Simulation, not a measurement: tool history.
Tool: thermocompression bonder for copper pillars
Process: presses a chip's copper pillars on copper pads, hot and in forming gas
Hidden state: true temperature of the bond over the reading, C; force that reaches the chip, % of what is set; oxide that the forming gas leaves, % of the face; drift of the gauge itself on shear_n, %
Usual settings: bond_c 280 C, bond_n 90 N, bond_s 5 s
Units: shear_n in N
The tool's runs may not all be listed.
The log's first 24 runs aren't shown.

run,hour,bond_c,bond_n,bond_s,hours of work since the heater was calibrated,hours of work since the force cell was calibrated,hours of work since the gas filter was changed,shear_n
# hour 563.8: force cell calibrated
25,587.6,294,90,5,443,13,356,43.8
26,618.5,305,90,5,460,30,373,50.2
27,638.3,281,114,6,471,40,384,47.1
28,656.6,292,114,6,481,50,394,53.4
29,679.2,284,90,5,493,63,406,38.4
# hour 696.9: forming gas filter changed
30,704.9,274,74,12,507,76,4,43.5
# hour 717.5: force cell calibrated, once more
31,727.5,253,90,5,518,5,16,25.0
32,751.0,253,90,5,531,18,29,23.7
33,774.0,253,90,5,543,31,41,24.3
34,792.9,253,90,5,554,41,51,24.2
35,823.1,255,129,5,570,57,68,33.8
# hour 834.1: heater calibrated with a thermocouple chip
36,839.1,298,90,3,3,65,75,43.5
37,855.8,298,90,3,12,74,84,43.7
38,887.3,275,56,6,29,91,102,27.1
39,905.3,292,56,3,39,101,111,27.0

Forecast each of these 5 alternatives for the next run:
A,920.6,251,69,11,47,109,120,?
B,920.6,292,74,14,47,109,120,?
C,920.6,292,96,6,47,109,120,?
D,920.6,288,109,7,47,109,120,?
E,920.6,286,86,14,47,109,120,?

run,shear_n
A,28.2
B,56.6
C,52.3
D,56.3
E,61.1
Without the tool's hidden state the same runs would have given:
run,shear_n
A,29.1
B,58.3
C,53.8
D,58.0
E,62.9
